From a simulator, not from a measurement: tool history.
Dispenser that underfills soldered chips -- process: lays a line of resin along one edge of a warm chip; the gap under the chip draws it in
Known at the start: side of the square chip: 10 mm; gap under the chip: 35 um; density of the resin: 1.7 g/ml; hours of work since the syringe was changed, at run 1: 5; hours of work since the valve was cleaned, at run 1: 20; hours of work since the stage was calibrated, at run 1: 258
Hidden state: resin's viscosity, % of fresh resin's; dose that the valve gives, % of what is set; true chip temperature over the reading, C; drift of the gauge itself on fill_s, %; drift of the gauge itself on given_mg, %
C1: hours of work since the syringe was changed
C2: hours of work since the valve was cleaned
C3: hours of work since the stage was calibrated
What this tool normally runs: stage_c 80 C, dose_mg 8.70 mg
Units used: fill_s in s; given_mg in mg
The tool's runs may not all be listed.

Run 1, hour 0.0: usual settings; C1 5; C2 20; C3 258. Result: fill_s 268.5 s, given_mg 8.61 mg.
Run 2, hour 4.6: usual settings; C1 9; C2 24; C3 262. Result: fill_s 316.9 s, given_mg 8.52 mg.
Run 3, hour 8.4: usual settings; C1 12; C2 27; C3 265. Result: fill_s 365.1 s, given_mg 8.49 mg.
At hour 9.1: new syringe of resin.
Run 4, hour 13.1: usual settings; C1 3; C2 30; C3 268. Result: fill_s 247.9 s, given_mg 8.44 mg.
Run 5, hour 22.0: usual settings; C1 10; C2 37; C3 275. Result: fill_s 338.7 s, given_mg 8.38 mg.
At hour 25.0: new syringe of resin.
Run 6, hour 27.4: usual settings but stage_c 90 C, dose_mg 10.33 mg; C1 2; C2 41; C3 279. Result: fill_s 171.8 s, given_mg 9.92 mg.
Run 7, hour 31.3: usual settings but stage_c 68 C, dose_mg 8.15 mg; C1 5; C2 44; C3 282. Result: fill_s 382.4 s, given_mg 7.81 mg.
Run 8, hour 36.8: usual settings but stage_c 93 C, dose_mg 11.26 mg; C1 9; C2 48; C3 286. Result: fill_s 221.3 s, given_mg 10.79 mg.
At hour 40.6: new syringe of resin.
Run 9, hour 46.0: usual settings but stage_c 89 C, dose_mg 8.67 mg; C1 4; C2 55; C3 293. Result: fill_s 204.1 s, given_mg 8.32 mg.
Run 10, hour 54.8: usual settings but stage_c 89 C, dose_mg 8.67 mg; C1 11; C2 62; C3 300. Result: fill_s 277.5 s, given_mg 8.22 mg.

Predict each of these 3 candidate next runs independently; none follows another, all start after run 10:
At hour 56.3: new syringe of resin.
Run A, hour 60.5: usual settings but stage_c 69 C, dose_mg 7.61 mg; C1 3; C2 66; C3 304. Result: fill_s ?, given_mg ?.
At hour 56.3: new syringe of resin.
Run B, hour 60.5: usual settings but stage_c 91 C; C1 3; C2 66; C3 304. Result: fill_s ?, given_mg ?.
At hour 56.3: new syringe of resin.
Run C, hour 60.5: usual settings but stage_c 84 C, dose_mg 7.73 mg; C1 3; C2 66; C3 304. Result: fill_s ?, given_mg ?.

run  fill_s  given_mg
  A   356.9      7.17
  B   180.3      8.26
  C   224.2      7.35
Had the tool no hidden state, the same runs would have come out as:
run  fill_s  given_mg
  A   314.9      7.59
  B   159.7      8.75
  C   197.4      7.78

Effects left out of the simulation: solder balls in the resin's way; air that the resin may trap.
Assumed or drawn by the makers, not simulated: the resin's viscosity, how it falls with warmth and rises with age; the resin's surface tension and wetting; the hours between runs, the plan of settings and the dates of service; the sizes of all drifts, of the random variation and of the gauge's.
